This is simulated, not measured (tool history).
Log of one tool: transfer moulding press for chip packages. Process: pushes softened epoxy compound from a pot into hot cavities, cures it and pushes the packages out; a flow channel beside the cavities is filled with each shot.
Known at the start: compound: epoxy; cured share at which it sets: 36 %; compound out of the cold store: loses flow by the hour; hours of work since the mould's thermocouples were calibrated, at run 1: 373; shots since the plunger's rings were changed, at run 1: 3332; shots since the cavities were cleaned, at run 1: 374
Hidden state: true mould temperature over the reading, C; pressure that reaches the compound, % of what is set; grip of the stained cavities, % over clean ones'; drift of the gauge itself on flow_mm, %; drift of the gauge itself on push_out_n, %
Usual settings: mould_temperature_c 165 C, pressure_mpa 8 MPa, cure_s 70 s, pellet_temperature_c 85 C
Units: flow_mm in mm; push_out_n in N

| run | hour | mould_temperature_c | pressure_mpa | cure_s | pellet_temperature_c | hours of work since the mould's thermocouples were calibrated | shots since the plunger's rings were changed | shots since the cavities were cleaned | incoming compound's hours out of the cold store | flow_mm | push_out_n |
|---|---|---|---|---|---|---|---|---|---|---|---|
| 1 | 0 | 165 | 8 | 70 | 85 | 373 | 3332 | 374 | 11.6 | 509 | 306 |
|  | 9.8 | cavities cleaned with cleaning compound and waxed |
| 2 | 39.7 | 165 | 8 | 70 | 85 | 390 | 3713 | 298 | 10.2 | 522 | 284 |
|  | 56.2 | cavities cleaned with cleaning compound and waxed |
| 3 | 77.2 | 165 | 8 | 70 | 85 | 405 | 4072 | 210 | 33.8 | 478 | 262 |
|  | 101.9 | cavities cleaned with cleaning compound and waxed |
| 4 | 120.5 | 165 | 8 | 70 | 85 | 423 | 4488 | 185 | 30.6 | 480 | 260 |
|  | 153.2 | cavities cleaned with cleaning compound and waxed |
| 5 | 193.6 | 165 | 8 | 70 | 85 | 454 | 5202 | 402 | 36.3 | 478 | 298 |
|  | 200.6 | cavities cleaned with cleaning compound and waxed |
| 6 | 236.5 | 165 | 8 | 81 | 85 | 471 | 5615 | 358 | 8 | 507 | 261 |
|  | 246.5 | cavities cleaned with cleaning compound and waxed |
| 7 | 272.2 | 165 | 8 | 55 | 85 | 486 | 5956 | 257 | 28.7 | 483 | 396 |
|  | 296 | cavities cleaned with cleaning compound and waxed |
|  | 323.6 | plunger's sealing rings changed |
| 8 | 331.3 | 165 | 8 | 55 | 85 | 509 | 76 | 327 | 45.2 | 483 | 404 |
|  | 344.7 | cavities cleaned with cleaning compound and waxed |
| 9 | 370.2 | 165 | 8 | 55 | 85 | 525 | 449 | 254 | 24.4 | 503 | 419 |
|  | 394.2 | cavities cleaned with cleaning compound and waxed |
|  | 441.7 | cavities cleaned with cleaning compound and waxed |
| 10 | 444.1 | 165 | 8 | 55 | 85 | 556 | 1155 | 24 | 45 | 475 | 311 |
|  | 489.8 | cavities cleaned with cleaning compound and waxed |
| 11 | 517.4 | 165 | 8 | 70 | 85 | 586 | 1871 | 275 | 20.4 | 507 | 278 |
|  | 537.2 | cavities cleaned with cleaning compound and waxed |
| 12 | 572.2 | 165 | 8 | 70 | 85 | 609 | 2403 | 349 | 17.8 | 507 | 306 |
|  | 585.7 | cavities cleaned with cleaning compound and waxed |
|  | 632.5 | cavities cleaned with cleaning compound and waxed |
| 13 | 632.5 | 167 | 8 | 70 | 85 | 634 | 2974 | 0 | 41.3 | 468 | 202 |
|  | 679.5 | cavities cleaned with cleaning compound and waxed |
| 14 | 680.6 | 165 | 6.39 | 70 | 85 | 654 | 3438 | 11 | 36 | 425 | 214 |
| 15 | 723.2 | 165 | 6.39 | 70 | 85 | 672 | 3864 | 437 | 37.3 | 425 | 306 |
|  | 728.8 | cavities cleaned with cleaning compound and waxed |
| 16 | 769.5 | 165 | 6.39 | 70 | 77 | 691 | 4309 | 405 | 30.4 | 429 | 295 |
|  | 775.4 | cavities cleaned with cleaning compound and waxed |
| 17 | 805.6 | 157 | 8.07 | 62 | 84 | 706 | 4654 | 301 | 41.9 | 479 | 555 |
|  | 822.1 | mould's thermocouples calibrated |
|  | 823.6 | cavities cleaned with cleaning compound and waxed |
| 18 | 863.5 | 157 | 8.07 | 101 | 84 | 17 | 5197 | 398 | 14.9 | 523 | 297 |
|  | 871.7 | cavities cleaned with cleaning compound and waxed |
|  | 920.5 | cavities cleaned with cleaning compound and waxed |
| 19 | 936.2 | 157 | 8.07 | 101 | 84 | 47 | 5892 | 157 | 44.6 | 474 | 242 |
|  | 969 | cavities cleaned with cleaning compound and waxed |
|  | 996.3 | plunger's sealing rings changed |
| 20 | 1009.6 | 157 | 8.07 | 101 | 84 | 77 | 133 | 381 | 12.3 | 566 | 292 |
|  | 1017.6 | cavities cleaned with cleaning compound and waxed |
|  | 1067 | cavities cleaned with cleaning compound and waxed |
| 21 | 1067 | 157 | 8.07 | 101 | 79 | 100 | 675 | 0 | 19.5 | 534 | 212 |
|  | 1114.1 | cavities cleaned with cleaning compound and waxed |
| 22 | 1138 | 161 | 8.79 | 77 | 92 | 130 | 1367 | 237 | 19.4 | 547 | 281 |
|  | 1163 | cavities cleaned with cleaning compound and waxed |
| 23 | 1170.7 | 164 | 8.06 | 72 | 92 | 143 | 1679 | 77 | 43.4 | 472 | 232 |
|  | 1209.5 | cavities cleaned with cleaning compound and waxed |
| 24 | 1212 | 164 | 8.06 | 72 | 92 | 160 | 2075 | 24 | 10.4 | 529 | 220 |
|  | 1255.6 | cavities cleaned with cleaning compound and waxed |
| 25 | 1265.1 | 160 | 8 | 66 | 85 | 182 | 2590 | 95 | 38.7 | 488 | 339 |
|  | 1302.4 | cavities cleaned with cleaning compound and waxed |
| 26 | 1330.2 | 164 | 8 | 71 | 85 | 209 | 3224 | 277 | 43.7 | 469 | 276 |

Hidden state at the last listed run before each entry between runs and at the first one after, where it differs:
Between runs 1 and 2: cavities cleaned with cleaning compound and waxed (hour 9.8)
  true mould temperature over the reading, C: 0.44 -> 0.47; pressure that reaches the compound, % of what is set: 94.09 -> 93.44; grip of the stained cavities, % over clean ones': 38.3 -> 33.8
  measured less the result without the state, flow_mm: -17 -> -19 mm; push_out_n: +82 -> +69 N
Between runs 2 and 3: cavities cleaned with cleaning compound and waxed (hour 56.2)
  true mould temperature over the reading, C: 0.47 -> 0.49; pressure that reaches the compound, % of what is set: 93.44 -> 92.83; grip of the stained cavities, % over clean ones': 33.8 -> 27.1
  measured less the result without the state, flow_mm: -19 -> -19 mm; push_out_n: +69 -> +54 N
Between runs 3 and 4: cavities cleaned with cleaning compound and waxed (hour 101.9)
  true mould temperature over the reading, C: 0.49 -> 0.51; pressure that reaches the compound, % of what is set: 92.83 -> 92.1; grip of the stained cavities, % over clean ones': 27.1 -> 24.5
  measured less the result without the state, flow_mm: -19 -> -21 mm; push_out_n: +54 -> +47 N
Between runs 4 and 5: cavities cleaned with cleaning compound and waxed (hour 153.2)
  true mould temperature over the reading, C: 0.51 -> 0.56; pressure that reaches the compound, % of what is set: 92.1 -> 90.88; grip of the stained cavities, % over clean ones': 24.5 -> 41.3
  measured less the result without the state, flow_mm: -21 -> -24 mm; push_out_n: +47 -> +86 N
Between runs 5 and 6: cavities cleaned with cleaning compound and waxed (hour 200.6)
  true mould temperature over the reading, C: 0.56 -> 0.59; pressure that reaches the compound, % of what is set: 90.88 -> 90.15; grip of the stained cavities, % over clean ones': 41.3 -> 35.7
  measured less the result without the state, flow_mm: -24 -> -29 mm; push_out_n: +86 -> +69 N
Between runs 6 and 7: cavities cleaned with cleaning compound and waxed (hour 246.5)
  true mould temperature over the reading, C: 0.59 -> 0.62; pressure that reaches the compound, % of what is set: 90.15 -> 89.55; grip of the stained cavities, % over clean ones': 35.7 -> 29.2
  measured less the result without the state, flow_mm: -29 -> -28 mm; push_out_n: +69 -> +75 N
Between runs 7 and 8: cavities cleaned with cleaning compound and waxed (hour 296); plunger's sealing rings changed (hour 323.6)
  true mould temperature over the reading, C: 0.62 -> 0.65; pressure that reaches the compound, % of what is set: 89.55 -> 99.48; grip of the stained cavities, % over clean ones': 29.2 -> 36
  measured less the result without the state, flow_mm: -28 -> -2 mm; push_out_n: +75 -> +93 N
Between runs 8 and 9: cavities cleaned with cleaning compound and waxed (hour 344.7)
  true mould temperature over the reading, C: 0.65 -> 0.68; pressure that reaches the compound, % of what is set: 99.48 -> 98.87; grip of the stained cavities, % over clean ones': 36 -> 30.7
  measured less the result without the state, flow_mm: -2 -> -4 mm; push_out_n: +93 -> +82 N
Between runs 9 and 10: cavities cleaned with cleaning compound and waxed (hour 394.2); cavities cleaned with cleaning compound and waxed (hour 441.7)
  true mould temperature over the reading, C: 0.68 -> 0.73; pressure that reaches the compound, % of what is set: 98.87 -> 97.65; grip of the stained cavities, % over clean ones': 30.7 -> 5.3
  measured less the result without the state, flow_mm: -4 -> -7 mm; push_out_n: +82 -> +0 N
Between runs 10 and 11: cavities cleaned with cleaning compound and waxed (hour 489.8)
  true mould temperature over the reading, C: 0.73 -> 0.78; pressure that reaches the compound, % of what is set: 97.65 -> 96.42; grip of the stained cavities, % over clean ones': 5.3 -> 30.9
  measured less the result without the state, flow_mm: -7 -> -11 mm; push_out_n: +0 -> +60 N
Between runs 11 and 12: cavities cleaned with cleaning compound and waxed (hour 537.2)
  true mould temperature over the reading, C: 0.78 -> 0.81; pressure that reaches the compound, % of what is set: 96.42 -> 95.54; grip of the stained cavities, % over clean ones': 30.9 -> 38.2
  measured less the result without the state, flow_mm: -11 -> -13 mm; push_out_n: +60 -> +77 N
Between runs 12 and 13: cavities cleaned with cleaning compound and waxed (hour 585.7); cavities cleaned with cleaning compound and waxed (hour 632.5)
  true mould temperature over the reading, C: 0.81 -> 0.85; pressure that reaches the compound, % of what is set: 95.54 -> 94.54; grip of the stained cavities, % over clean ones': 38.2 -> 3.4
  measured less the result without the state, flow_mm: -13 -> -15 mm; push_out_n: +77 -> +3 N
Between runs 13 and 14: cavities cleaned with cleaning compound and waxed (hour 679.5)
  true mould temperature over the reading, C: 0.85 -> 0.88; pressure that reaches the compound, % of what is set: 94.54 -> 93.69; grip of the stained cavities, % over clean ones': 3.4 -> 3.9
  measured less the result without the state, flow_mm: -15 -> -16 mm; push_out_n: +3 -> +3 N
Between runs 15 and 16: cavities cleaned with cleaning compound and waxed (hour 728.8)
  true mould temperature over the reading, C: 0.91 -> 0.95; pressure that reaches the compound, % of what is set: 92.85 -> 92.12; grip of the stained cavities, % over clean ones': 43.1 -> 42.1
  measured less the result without the state, flow_mm: -17 -> -20 mm; push_out_n: +85 -> +81 N
Between runs 16 and 17: cavities cleaned with cleaning compound and waxed (hour 775.4)
  true mould temperature over the reading, C: 0.95 -> 0.97; pressure that reaches the compound, % of what is set: 92.12 -> 91.53; grip of the stained cavities, % over clean ones': 42.1 -> 35.3
  measured less the result without the state, flow_mm: -20 -> -24 mm; push_out_n: +81 -> +113 N
Between runs 17 and 18: mould's thermocouples calibrated (hour 822.1); cavities cleaned with cleaning compound and waxed (hour 823.6)
  true mould temperature over the reading, C: 0.97 -> 0.25; pressure that reaches the compound, % of what is set: 91.53 -> 90.61; grip of the stained cavities, % over clean ones': 35.3 -> 42.9
  measured less the result without the state, flow_mm: -24 -> -27 mm; push_out_n: +113 -> +87 N
Between runs 18 and 19: cavities cleaned with cleaning compound and waxed (hour 871.7); cavities cleaned with cleaning compound and waxed (hour 920.5)
  true mould temperature over the reading, C: 0.25 -> 0.3; pressure that reaches the compound, % of what is set: 90.61 -> 89.48; grip of the stained cavities, % over clean ones': 42.9 -> 19.4
  measured less the result without the state, flow_mm: -27 -> -28 mm; push_out_n: +87 -> +39 N
Between runs 19 and 20: cavities cleaned with cleaning compound and waxed (hour 969); plunger's sealing rings changed (hour 996.3)
  true mould temperature over the reading, C: 0.3 -> 0.35; pressure that reaches the compound, % of what is set: 89.48 -> 99.76; grip of the stained cavities, % over clean ones': 19.4 -> 40.6
  measured less the result without the state, flow_mm: -28 -> -1 mm; push_out_n: +39 -> +81 N
Between runs 20 and 21: cavities cleaned with cleaning compound and waxed (hour 1017.6); cavities cleaned with cleaning compound and waxed (hour 1067)
  true mould temperature over the reading, C: 0.35 -> 0.39; pressure that reaches the compound, % of what is set: 99.76 -> 98.73; grip of the stained cavities, % over clean ones': 40.6 -> 1.2
  measured less the result without the state, flow_mm: -1 -> -5 mm; push_out_n: +81 -> +1 N
Between runs 21 and 22: cavities cleaned with cleaning compound and waxed (hour 1114.1)
  true mould temperature over the reading, C: 0.39 -> 0.44; pressure that reaches the compound, % of what is set: 98.73 -> 97.55; grip of the stained cavities, % over clean ones': 1.2 -> 29.4
  measured less the result without the state, flow_mm: -5 -> -8 mm; push_out_n: +1 -> +60 N
Between runs 22 and 23: cavities cleaned with cleaning compound and waxed (hour 1163)
  true mould temperature over the reading, C: 0.44 -> 0.46; pressure that reaches the compound, % of what is set: 97.55 -> 97.02; grip of the stained cavities, % over clean ones': 29.4 -> 13.8
  measured less the result without the state, flow_mm: -8 -> -8 mm; push_out_n: +60 -> +25 N
Between runs 23 and 24: cavities cleaned with cleaning compound and waxed (hour 1209.5)
  true mould temperature over the reading, C: 0.46 -> 0.49; pressure that reaches the compound, % of what is set: 97.02 -> 96.36; grip of the stained cavities, % over clean ones': 13.8 -> 4.1
  measured less the result without the state, flow_mm: -8 -> -11 mm; push_out_n: +25 -> +5 N
Between runs 24 and 25: cavities cleaned with cleaning compound and waxed (hour 1255.6)
  true mould temperature over the reading, C: 0.49 -> 0.52; pressure that reaches the compound, % of what is set: 96.36 -> 95.52; grip of the stained cavities, % over clean ones': 4.1 -> 14.5
  measured less the result without the state, flow_mm: -11 -> -12 mm; push_out_n: +5 -> +33 N
Between runs 25 and 26: cavities cleaned with cleaning compound and waxed (hour 1302.4)
  true mould temperature over the reading, C: 0.52 -> 0.56; pressure that reaches the compound, % of what is set: 95.52 -> 94.51; grip of the stained cavities, % over clean ones': 14.5 -> 32.8
  measured less the result without the state, flow_mm: -12 -> -14 mm; push_out_n: +33 -> +64 N
